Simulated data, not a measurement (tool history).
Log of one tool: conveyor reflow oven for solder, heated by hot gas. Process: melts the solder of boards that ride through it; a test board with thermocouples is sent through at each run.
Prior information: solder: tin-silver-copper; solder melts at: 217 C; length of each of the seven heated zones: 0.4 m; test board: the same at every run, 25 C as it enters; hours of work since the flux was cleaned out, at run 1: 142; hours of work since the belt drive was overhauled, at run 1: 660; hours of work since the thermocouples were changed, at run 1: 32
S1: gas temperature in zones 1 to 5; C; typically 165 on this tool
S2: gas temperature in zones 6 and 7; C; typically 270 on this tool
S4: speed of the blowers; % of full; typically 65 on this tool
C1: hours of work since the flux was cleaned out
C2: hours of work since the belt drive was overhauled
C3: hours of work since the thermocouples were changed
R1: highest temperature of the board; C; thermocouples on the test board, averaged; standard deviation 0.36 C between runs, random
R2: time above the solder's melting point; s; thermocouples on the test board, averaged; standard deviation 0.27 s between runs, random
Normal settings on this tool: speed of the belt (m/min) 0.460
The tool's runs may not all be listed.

run 1 hour=0.0 | S1=165 S2=270 speed_of_the_belt_(m/min)=0.460 S4=65 | C1=142 C2=660 C3=32 | R1=256.8 R2=79.0
run 2 hour=9.1 | S1=165 S2=270 speed_of_the_belt_(m/min)=0.460 S4=65 | C1=146 C2=664 C3=36 | R1=256.4 R2=79.5
run 3 hour=20.5 | S1=165 S2=270 speed_of_the_belt_(m/min)=0.460 S4=65 | C1=152 C2=669 C3=42 | R1=256.8 R2=79.9
run 4 hour=32.9 | S1=165 S2=270 speed_of_the_belt_(m/min)=0.460 S4=65 | C1=157 C2=675 C3=47 | R1=256.5 R2=79.2
run 5 hour=44.6 | S1=165 S2=270 speed_of_the_belt_(m/min)=0.460 S4=65 | C1=163 C2=681 C3=53 | R1=256.7 R2=79.5
run 6 hour=56.9 | S1=165 S2=270 speed_of_the_belt_(m/min)=0.460 S4=65 | C1=169 C2=686 C3=58 | R1=256.4 R2=79.5
run 7 hour=64.2 | S1=165 S2=270 speed_of_the_belt_(m/min)=0.460 S4=65 | C1=172 C2=690 C3=62 | R1=256.5 R2=79.2
run 8 hour=72.7 | S1=165 S2=270 speed_of_the_belt_(m/min)=0.489 S4=65 | C1=176 C2=694 C3=66 | R1=255.3 R2=72.5
run 9 hour=79.5 | S1=165 S2=270 speed_of_the_belt_(m/min)=0.489 S4=65 | C1=179 C2=697 C3=69 | R1=254.9 R2=72.8
run 10 hour=90.7 | S1=165 S2=270 speed_of_the_belt_(m/min)=0.489 S4=65 | C1=184 C2=702 C3=74 | R1=254.3 R2=72.3
run 11 hour=105.0 | S1=165 S2=270 speed_of_the_belt_(m/min)=0.489 S4=65 | C1=191 C2=709 C3=81 | R1=254.4 R2=72.4
run 12 hour=110.9 | S1=165 S2=270 speed_of_the_belt_(m/min)=0.489 S4=65 | C1=194 C2=712 C3=84 | R1=254.5 R2=72.4
run 13 hour=122.2 | S1=165 S2=270 speed_of_the_belt_(m/min)=0.489 S4=65 | C1=199 C2=717 C3=89 | R1=254.8 R2=72.6
run 14 hour=128.1 | S1=165 S2=270 speed_of_the_belt_(m/min)=0.489 S4=65 | C1=202 C2=720 C3=92 | R1=254.8 R2=72.2
run 15 hour=138.0 | S1=180 S2=270 speed_of_the_belt_(m/min)=0.489 S4=65 | C1=206 C2=724 C3=96 | R1=257.3 R2=81.0
run 16 hour=152.3 | S1=165 S2=284 speed_of_the_belt_(m/min)=0.460 S4=50 | C1=213 C2=731 C3=103 | R1=266.0 R2=85.7
run 17 hour=166.3 | S1=165 S2=284 speed_of_the_belt_(m/min)=0.460 S4=50 | C1=220 C2=737 C3=109 | R1=265.2 R2=86.0
run 18 hour=177.3 | S1=168 S2=270 speed_of_the_belt_(m/min)=0.460 S4=83 | C1=225 C2=743 C3=115 | R1=259.7 R2=84.2

Forecast run 19:
-- hour=182.0 belt drive overhauled, speed set with a stopwatch
run 19 hour=189.8 | S1=157 S2=270 speed_of_the_belt_(m/min)=0.470 S4=83 | C1=229 C2=4 C3=119 | R1=? R2=?

For run 19 the tool returned R1 258.0 C, R2 76.4 s.
Minus the tool's unlogged condition, the same run would have read R1 258.1 C, R2 76.5 s.
